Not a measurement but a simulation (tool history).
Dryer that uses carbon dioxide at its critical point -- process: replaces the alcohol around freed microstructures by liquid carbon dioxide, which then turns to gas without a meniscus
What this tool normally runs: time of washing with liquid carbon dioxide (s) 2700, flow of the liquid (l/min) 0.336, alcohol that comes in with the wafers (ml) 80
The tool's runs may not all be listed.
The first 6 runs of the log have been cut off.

run,hour,time of washing with liquid carbon dioxide (s),flow of the liquid (l/min),alcohol that comes in with the wafers (ml),alcohol left in the vessel before it's heated (ppm by volume)
7,42.2,2700,0.498,80,28
8,50.7,2700,0.498,80,17
9,54.9,2700,0.498,80,18
10,59.3,2700,0.498,80,18
11,66.5,2700,0.498,80,23
12,70.2,2700,0.336,80,75
13,78.8,2700,0.336,27,40
14,82.8,3300,0.336,80,33
15,91.0,2280,0.336,80,191
16,96.3,2280,0.336,80,189
17,101.7,2700,0.336,35,44
18,107.8,2040,0.336,80,334
19,116.1,2040,0.336,80,332
20,124.7,2040,0.336,80,356
21,128.5,2040,0.336,80,359
22,136.6,2700,0.396,42,28
23,142.3,2700,0.396,42,35
24,151.4,2700,0.477,42,22
25,157.9,1920,0.269,80,1233
26,162.7,1920,0.269,80,1253
27,166.9,3960,0.269,80,54
28,170.8,3960,0.269,80,55
# hour 176.6: inlet filter changed
29,177.0,2160,0.336,80,144
30,181.5,2160,0.336,80,149
31,188.9,2160,0.462,24,29

Predict the results of run 32:
32,195.1,1740,0.207,45,?

alcohol left in the vessel before it's heated (ppm by volume): 1445
If the tool had no hidden condition, the same run with the same run-to-run variation would have returned alcohol left in the vessel before it's heated (ppm by volume) 1369.
